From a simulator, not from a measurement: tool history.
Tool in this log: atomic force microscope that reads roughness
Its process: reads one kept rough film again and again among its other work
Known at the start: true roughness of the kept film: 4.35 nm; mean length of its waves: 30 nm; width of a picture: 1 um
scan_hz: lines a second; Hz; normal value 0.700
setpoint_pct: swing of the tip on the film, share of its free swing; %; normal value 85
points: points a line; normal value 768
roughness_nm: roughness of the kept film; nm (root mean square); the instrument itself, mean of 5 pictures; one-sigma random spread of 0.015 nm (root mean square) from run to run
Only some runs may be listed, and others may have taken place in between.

Run 1, hour 0.0: usual settings. Result: roughness_nm 3.123 nm (root mean square).
Run 2, hour 38.0: usual settings. Result: roughness_nm 2.987 nm (root mean square).
Run 3, hour 71.1: usual settings. Result: roughness_nm 2.865 nm (root mean square).
At hour 97.8: new tip fitted.
Run 4, hour 106.4: usual settings. Result: roughness_nm 3.681 nm (root mean square).
At hour 130.5: height scale calibrated on a step standard.
Run 5, hour 144.0: usual settings. Result: roughness_nm 3.405 nm (root mean square).
Run 6, hour 166.7: usual settings. Result: roughness_nm 3.281 nm (root mean square).
Run 7, hour 188.5: usual settings but scan_hz 2.826 Hz, setpoint_pct 72 %, points 731. Result: roughness_nm 3.034 nm (root mean square).
Run 8, hour 217.9: usual settings but scan_hz 2.350 Hz, setpoint_pct 77 %, points 377. Result: roughness_nm 2.891 nm (root mean square).
Run 9, hour 240.2: usual settings but setpoint_pct 60 %, points 479. Result: roughness_nm 3.023 nm (root mean square).
Run 10, hour 265.6: usual settings but scan_hz 3.741 Hz, setpoint_pct 64 %, points 479. Result: roughness_nm 2.789 nm (root mean square).
Run 11, hour 294.6: usual settings but scan_hz 3.741 Hz, setpoint_pct 65 %, points 400. Result: roughness_nm 2.648 nm (root mean square).
At hour 300.6: new tip fitted.
Run 12, hour 323.9: usual settings but scan_hz 3.741 Hz, setpoint_pct 65 %, points 882. Result: roughness_nm 3.414 nm (root mean square).

Branching from run 12: 4 alternative next runs. What would each branch give?
Run A, hour 343.5: usual settings but scan_hz 1.273 Hz, setpoint_pct 62 %, points 930. Result: roughness_nm ?.
Run B, hour 343.5: usual settings but scan_hz 2.251 Hz, setpoint_pct 66 %, points 889. Result: roughness_nm ?.
Run C, hour 343.5: usual settings but scan_hz 0.969 Hz, setpoint_pct 58 %. Result: roughness_nm ?.
Run D, hour 343.5: usual settings but scan_hz 2.719 Hz, points 588. Result: roughness_nm ?.

run  roughness_nm
  A         3.506
  B         3.417
  C         3.537
  D         3.089
Stripped of hidden state, with their random variation kept, the same runs would have yielded:
run  roughness_nm
  A         3.766
  B         3.671
  C         3.799
  D         3.319
